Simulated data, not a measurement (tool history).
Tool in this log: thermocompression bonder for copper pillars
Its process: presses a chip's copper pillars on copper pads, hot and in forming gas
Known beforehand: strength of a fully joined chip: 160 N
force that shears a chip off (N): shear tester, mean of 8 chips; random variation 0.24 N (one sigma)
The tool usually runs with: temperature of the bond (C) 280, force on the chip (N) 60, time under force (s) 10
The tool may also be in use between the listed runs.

run	day	temperature of the bond (C)	force on the chip (N)	time under force (s)	force that shears a chip off (N)
1	0.000	280	60	10	69.8
# day 0.475: forming gas filter changed
2	1.488	310	60	10	90.8
3	2.358	310	60	10	90.6
4	3.175	291	60	10	77.9
5	3.792	291	60	10	78.1
6	5.221	291	60	10	78.1
# day 6.321: forming gas filter changed
7	6.442	291	60	10	78.2
8	7.138	291	60	10	78.6
9	8.542	291	60	10	78.2
10	9.175	291	60	10	78.6
11	10.362	291	60	10	78.3
12	11.567	291	60	11	81.0
# day 12.154: forming gas filter changed
13	12.717	291	60	11	81.2
14	13.379	291	60	11	81.1
15	14.812	291	60	11	81.1
16	15.871	280	60	10	71.2
17	17.200	280	60	10	71.2
# day 18.017: forming gas filter changed
18	18.358	280	60	10	70.8
19	19.488	280	60	10	70.8
20	20.650	264	73	19	89.8
21	21.871	280	55	10	66.0
22	22.796	280	55	15	77.1
# day 23.938: forming gas filter changed
23	24.225	280	55	15	77.5
# day 25.042: gauge calibrated
24	25.042	266	58	5	44.3
25	25.833	266	58	5	44.5
26	26.942	266	58	5	44.3
27	28.004	280	86	15	104.9
28	28.833	280	86	15	105.0
# day 29.800: forming gas filter changed
29	30.058	280	51	13	67.5
# day 30.667: heater calibrated with a thermocouple chip
30	31.533	280	51	13	67.6
31	32.458	264	90	5	65.2
32	33.142	264	90	5	65.3
33	34.167	264	90	5	65.6
34	35.538	264	63	28	90.2

Consider 3 possible next runs. They are alternatives, not a sequence: every one starts from the tool as it was left by run 34. What does each give?
# day 35.738: forming gas filter changed
A	36.242	254	61	7	?
# day 35.738: forming gas filter changed
B	36.242	255	42	14	?
# day 35.738: forming gas filter changed
C	36.242	289	84	19	?

run	force that shears a chip off (N)
A	46.8
B	44.2
C	118.2
Take away the tool's hidden state, keep each run's random variation, and the runs would have read:
run	force that shears a chip off (N)
A	46.4
B	43.8
C	117.1
